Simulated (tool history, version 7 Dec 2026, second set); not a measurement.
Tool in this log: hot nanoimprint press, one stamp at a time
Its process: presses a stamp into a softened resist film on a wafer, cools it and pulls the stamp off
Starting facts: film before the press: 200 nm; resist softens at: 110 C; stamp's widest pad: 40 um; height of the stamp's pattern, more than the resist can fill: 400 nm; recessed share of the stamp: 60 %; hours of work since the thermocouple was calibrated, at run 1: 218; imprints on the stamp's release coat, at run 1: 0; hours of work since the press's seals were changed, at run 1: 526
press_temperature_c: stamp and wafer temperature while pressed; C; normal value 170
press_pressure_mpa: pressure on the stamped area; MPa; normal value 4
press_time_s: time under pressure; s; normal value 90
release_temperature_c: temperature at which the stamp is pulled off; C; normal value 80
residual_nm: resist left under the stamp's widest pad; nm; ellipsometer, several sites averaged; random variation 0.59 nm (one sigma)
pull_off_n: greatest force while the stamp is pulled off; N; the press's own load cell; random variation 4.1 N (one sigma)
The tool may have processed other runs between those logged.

| run | hour | press_temperature_c | press_pressure_mpa | press_time_s | release_temperature_c | hours of work since the thermocouple was calibrated | imprints on the stamp's release coat | hours of work since the press's seals were changed | residual_nm | pull_off_n |
|---|---|---|---|---|---|---|---|---|---|---|
| 1 | 0 | 170 | 4 | 90 | 80 | 218 | 0 | 526 | 82 | 222 |
| 2 | 32.7 | 170 | 4 | 90 | 80 | 238 | 66 | 546 | 82.7 | 219 |
| 3 | 62.1 | 170 | 4 | 90 | 80 | 256 | 126 | 564 | 81.7 | 217 |
| 4 | 88.7 | 170 | 4 | 90 | 80 | 272 | 181 | 580 | 83.1 | 222 |
| 5 | 111.9 | 170 | 4 | 136 | 80 | 286 | 228 | 595 | 69 | 214 |
|  | 131 | plate thermocouple calibrated |
| 6 | 148.5 | 170 | 4 | 136 | 80 | 11 | 297 | 615 | 68.1 | 211 |
| 7 | 166.5 | 170 | 3.57 | 136 | 80 | 22 | 333 | 626 | 73.2 | 222 |
| 8 | 191.9 | 170 | 3.57 | 136 | 80 | 37 | 385 | 642 | 72.7 | 221 |
| 9 | 222.2 | 170 | 3.57 | 136 | 80 | 56 | 447 | 660 | 73.3 | 217 |
| 10 | 238.9 | 170 | 3.57 | 136 | 80 | 66 | 481 | 671 | 73.9 | 220 |
| 11 | 265.8 | 170 | 3.57 | 136 | 80 | 82 | 536 | 687 | 73 | 213 |
| 12 | 290.4 | 170 | 3.57 | 136 | 80 | 98 | 586 | 702 | 72.5 | 212 |
| 13 | 307.6 | 170 | 3.57 | 136 | 80 | 108 | 621 | 713 | 72.7 | 219 |
| 14 | 325.6 | 170 | 3.57 | 152 | 80 | 119 | 658 | 724 | 69 | 215 |
| 15 | 342.4 | 170 | 4 | 90 | 81 | 129 | 692 | 734 | 82.3 | 218 |
| 16 | 376.4 | 165 | 4.36 | 90 | 81 | 150 | 762 | 755 | 104.1 | 207 |
| 17 | 397.5 | 170 | 3.93 | 52 | 80 | 163 | 805 | 768 | 105 | 217 |
| 18 | 430.3 | 168 | 3.28 | 67 | 72 | 183 | 872 | 788 | 110.5 | 243 |
| 19 | 447.4 | 176 | 4 | 87 | 80 | 194 | 906 | 798 | 60.2 | 222 |
| 20 | 467.8 | 176 | 6.28 | 87 | 80 | 206 | 948 | 811 | 48.9 | 220 |
| 21 | 495.4 | 176 | 6.28 | 87 | 80 | 223 | 1004 | 827 | 49 | 224 |
| 22 | 530.8 | 176 | 6.28 | 87 | 80 | 245 | 1077 | 849 | 48.3 | 225 |
| 23 | 561.8 | 176 | 6.28 | 87 | 80 | 264 | 1140 | 868 | 48.3 | 217 |
| 24 | 579 | 170 | 3.12 | 70 | 74 | 274 | 1175 | 879 | 100.6 | 238 |
| 25 | 600.3 | 170 | 5.63 | 122 | 80 | 287 | 1219 | 892 | 63.1 | 218 |
|  | 617.3 | plate thermocouple calibrated |
| 26 | 620.2 | 170 | 5.63 | 122 | 80 | 2 | 1253 | 902 | 62 | 214 |
| 27 | 638.6 | 170 | 5.63 | 122 | 80 | 13 | 1291 | 913 | 62 | 216 |
| 28 | 666.4 | 170 | 6.37 | 90 | 72 | 30 | 1347 | 930 | 66.7 | 248 |
| 29 | 682.9 | 171 | 5.33 | 109 | 80 | 40 | 1381 | 940 | 63.6 | 218 |

Hidden condition of the tool, last listed run before each entry between runs versus first listed run after:
From run 5 to run 6: plate thermocouple calibrated (hour 131)
  true temperature over the reading, C: 0.07 -> 0; pressure that arrives at the usual setting, %: 99.87 -> 99.86; grip of the stamp's worn release coat, % over a new coat's: 0.1 -> 0.2
From run 25 to run 26: plate thermocouple calibrated (hour 617.3)
  true temperature over the reading, C: 0.06 -> 0
